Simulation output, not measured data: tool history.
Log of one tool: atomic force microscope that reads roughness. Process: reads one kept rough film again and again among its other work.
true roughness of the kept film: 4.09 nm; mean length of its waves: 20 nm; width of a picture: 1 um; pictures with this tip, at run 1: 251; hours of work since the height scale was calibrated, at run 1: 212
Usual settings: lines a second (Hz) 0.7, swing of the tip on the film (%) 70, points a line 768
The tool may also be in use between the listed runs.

run,hour,lines a second (Hz),swing of the tip on the film (%),points a line,pictures with this tip,hours of work since the height scale was calibrated,roughness of the kept film (nm (root mean square))
1,0,0.7,70,768,251,212,2.844
2,3.8,0.7,62,768,257,214,2.851
3,11.2,0.7,62,768,269,220,2.86
4,19.4,0.7,70,768,281,226,2.834
5,28.4,0.554,70,768,295,232,2.851
# hour 32.5: new tip fitted
6,35,0.7,73,768,3,236,2.817
7,39.4,0.7,73,768,10,240,2.811
8,44.1,0.7,70,718,17,243,2.836
9,53.2,3.384,70,768,31,250,2.584
10,59.9,3.384,70,768,42,254,2.604
11,66.2,0.7,70,773,51,259,2.828
12,70.4,1.8,70,768,58,262,2.773
13,74.8,1.8,70,768,64,265,2.735
14,82.1,1.8,70,768,76,270,2.746
15,88.7,1.8,70,768,86,275,2.737
16,96.2,1.8,70,768,97,280,2.748
17,104.4,1.8,70,768,110,286,2.728
18,111.1,1.8,70,371,120,291,2.703
19,114.9,0.639,70,768,126,294,2.84
20,122.4,0.639,70,768,138,299,2.842
21,130.2,0.7,70,822,150,305,2.814
22,137.6,0.7,70,822,161,310,2.86
23,146.6,0.7,70,822,175,317,2.859
24,153.4,0.7,70,768,185,322,2.835
25,158.4,0.7,70,768,193,325,2.826
26,166.3,0.7,70,768,205,331,2.824
27,173.5,0.7,70,768,216,336,2.831
28,179.3,2.401,62,320,225,340,2.696
29,187.3,2.053,55,559,237,346,2.817
30,193.7,2.053,56,291,247,351,2.752
31,201.6,2.053,56,291,259,356,2.743
32,209.2,2.053,56,291,271,362,2.746
33,217,0.907,56,467,283,367,2.847
34,225.2,0.907,56,739,295,373,2.829
# hour 228.5: new tip fitted
35,231.6,0.907,56,739,4,377,2.862
36,236.5,0.808,83,768,12,381,2.76
37,244.3,1.29,83,906,24,387,2.686
38,251.4,0.7,63,768,35,392,2.858
39,258.4,0.7,63,768,46,397,2.844
40,263.8,0.7,63,768,54,401,2.831
41,269.9,1.465,85,885,63,405,2.605
42,277.8,1.465,85,885,75,411,2.619
43,285.3,1.465,85,885,87,416,2.645
44,290.4,1.926,76,713,95,420,2.68

The next listed run, before its measurement:
45,297.2,0.684,70,471,105,425,?

{"run 45": {"roughness of the kept film (nm (root mean square))": 2.823}}
Without the tool's hidden state the same run would have given roughness of the kept film (nm (root mean square)) 2.826.
